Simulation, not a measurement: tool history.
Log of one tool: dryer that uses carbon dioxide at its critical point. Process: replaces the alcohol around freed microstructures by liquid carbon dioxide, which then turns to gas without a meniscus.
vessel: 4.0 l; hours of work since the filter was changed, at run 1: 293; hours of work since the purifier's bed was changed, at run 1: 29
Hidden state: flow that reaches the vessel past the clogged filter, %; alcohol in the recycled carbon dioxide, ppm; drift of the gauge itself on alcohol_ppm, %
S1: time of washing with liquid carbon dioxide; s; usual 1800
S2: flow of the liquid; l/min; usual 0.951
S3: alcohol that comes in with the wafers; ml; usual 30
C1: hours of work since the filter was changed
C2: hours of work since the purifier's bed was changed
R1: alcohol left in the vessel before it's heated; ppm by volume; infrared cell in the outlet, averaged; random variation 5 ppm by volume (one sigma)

run 1 hour=0 | S1=1800 S2=0.951 S3=30 | C1=293 C2=29 | R1=33
run 2 hour=10.2 | S1=1800 S2=0.841 S3=30 | C1=298 C2=33 | R1=53
run 3 hour=22 | S1=1800 S2=0.841 S3=30 | C1=303 C2=38 | R1=62
run 4 hour=34.4 | S1=1800 S2=0.841 S3=23 | C1=309 C2=44 | R1=46
run 5 hour=43.4 | S1=1620 S2=0.951 S3=30 | C1=313 C2=48 | R1=55
run 6 hour=54.7 | S1=1620 S2=0.951 S3=30 | C1=318 C2=53 | R1=63
run 7 hour=63.7 | S1=1800 S2=0.951 S3=30 | C1=322 C2=57 | R1=43
run 8 hour=76.1 | S1=1200 S2=0.951 S3=30 | C1=327 C2=63 | R1=173
run 9 hour=85.7 | S1=1200 S2=0.951 S3=30 | C1=332 C2=67 | R1=172
run 10 hour=95.4 | S1=1800 S2=0.951 S3=30 | C1=336 C2=71 | R1=37
run 11 hour=100.5 | S1=1800 S2=0.951 S3=30 | C1=338 C2=73 | R1=47
run 12 hour=109.8 | S1=1680 S2=0.951 S3=113 | C1=342 C2=78 | R1=143
run 13 hour=115.5 | S1=1680 S2=0.951 S3=113 | C1=345 C2=80 | R1=139
run 14 hour=125.1 | S1=2580 S2=0.665 S3=113 | C1=349 C2=84 | R1=118
run 15 hour=137.7 | S1=1080 S2=1.571 S3=50 | C1=355 C2=90 | R1=55
run 16 hour=147.7 | S1=1260 S2=0.64 S3=30 | C1=359 C2=94 | R1=547
run 17 hour=154 | S1=2220 S2=0.951 S3=78 | C1=362 C2=97 | R1=50
run 18 hour=161.1 | S1=1680 S2=1.158 S3=35 | C1=365 C2=100 | R1=52
run 19 hour=171 | S1=1680 S2=1.158 S3=35 | C1=370 C2=105 | R1=54

Forecast each of these 4 alternatives for the next run:
run A hour=179.9 | S1=1680 S2=1.074 S3=35 | C1=374 C2=109 | R1=?
run B hour=179.9 | S1=1920 S2=0.951 S3=30 | C1=374 C2=109 | R1=?
run C hour=179.9 | S1=1800 S2=0.936 S3=105 | C1=374 C2=109 | R1=?
run D hour=179.9 | S1=2700 S2=0.834 S3=48 | C1=374 C2=109 | R1=?

run=A R1=54
run=B R1=49
run=C R1=126
run=D R1=51
Without the tool's hidden state the same runs would have given:
run=A R1=15
run=B R1=9
run=C R1=71
run=D R1=14

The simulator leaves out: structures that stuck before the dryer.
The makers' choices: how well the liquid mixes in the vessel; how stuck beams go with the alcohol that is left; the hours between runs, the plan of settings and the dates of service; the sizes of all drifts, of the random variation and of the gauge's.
